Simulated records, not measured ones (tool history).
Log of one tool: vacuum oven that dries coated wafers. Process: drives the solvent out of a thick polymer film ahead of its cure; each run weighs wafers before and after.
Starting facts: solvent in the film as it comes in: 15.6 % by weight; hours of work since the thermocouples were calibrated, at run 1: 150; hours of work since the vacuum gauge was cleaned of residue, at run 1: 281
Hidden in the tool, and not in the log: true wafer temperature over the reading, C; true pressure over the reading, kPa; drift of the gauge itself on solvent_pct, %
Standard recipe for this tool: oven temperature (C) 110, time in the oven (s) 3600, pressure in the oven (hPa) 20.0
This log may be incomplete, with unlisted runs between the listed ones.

run      day  oven temperature (C)  time in the oven (s)  pressure in the oven (hPa)  hours of work since the thermocouples were calibrated  hours of work since the vacuum gauge was cleaned of residue  solvent left in the film (%)
  1    0.000                   110                  3600                        20.0                                                    150                                                          281                          3.48
  2    4.267                   110                  3600                        20.0                                                    224                                                          355                          3.48
  3    6.825                   110                  4620                        20.0                                                    269                                                          399                          2.65
  4    9.921                   102                  3600                        20.0                                                    323                                                          453                          5.99
  5   13.417                   102                  3600                        20.0                                                    383                                                          514                          6.01
  6   18.421                   110                  3600                        20.0                                                    470                                                          600                          3.45
  7   21.733                   110                  3600                        20.0                                                    528                                                          658                          3.48
  8   26.950                   110                  3600                        20.0                                                    618                                                          749                          3.45
  9   29.400                   110                  3600                        20.0                                                    661                                                          791                          3.47
 10   32.583                   110                  3600                        20.0                                                    716                                                          847                          3.49
 11   37.262                   110                  3600                        20.0                                                    798                                                          928                          3.50
 12   42.583                   110                  3600                        20.0                                                    890                                                         1020                          3.48
 13   47.767                   110                  3600                        20.0                                                    980                                                         1110                          3.46
 14   51.254                   110                  3600                        20.0                                                   1040                                                         1171                          3.48
 15   55.542                   110                  3600                        61.3                                                   1115                                                         1245                          5.66
 16   60.417                   114                  2700                        61.3                                                   1200                                                         1330                          5.35
      63.317  -- oven's thermocouples calibrated
 17   64.833                   103                  6000                        20.0                                                     26                                                         1405                          3.64
 18   70.025                   103                  6000                        58.6                                                    117                                                         1495                          6.28
 19   72.583                   103                  6000                        58.6                                                    161                                                         1540                          6.24
 20   75.850                   114                  2580                        20.0                                                    218                                                         1596                          3.58
      77.442  -- vacuum gauge cleaned of residue and calibrated
 21   78.858                   125                  1860                        20.0                                                    269                                                           25                          2.03
 22   82.346                   117                  3600                        20.0                                                    329                                                           85                          1.84
 23   85.471                   117                  1980                        20.0                                                    384                                                          139                          3.76
 24   87.962                   117                  3540                        15.7                                                    427                                                          183                          1.67
 25   91.458                   123                  3600                        74.1                                                    488                                                          243                          3.25
 26   95.825                   123                  3600                        74.1                                                    564                                                          319                          3.24
 27   98.562                   111                  3600                        74.1                                                    611                                                          367                          6.01
 28  102.617                   113                  3420                        10.2                                                    682                                                          437                          2.35

4 options for the next run, each taken on its own from the tool as it stands now. Forecast them:
  A  107.679                    98                  3780                        20.0                                                    769                                                          525                             ?
  B  107.679                   114                  3600                        64.7                                                    769                                                          525                             ?
  C  107.679                   110                  3600                        19.0                                                    769                                                          525                             ?
  D  107.679                   113                  4020                        10.2                                                    769                                                          525                             ?

run  solvent left in the film (%)
  A                          7.15
  B                          4.66
  C                          3.40
  D                          1.85
Without the tool's hidden state the same runs would have given:
run  solvent left in the film (%)
  A                          7.15
  B                          4.66
  C                          3.40
  D                          1.85
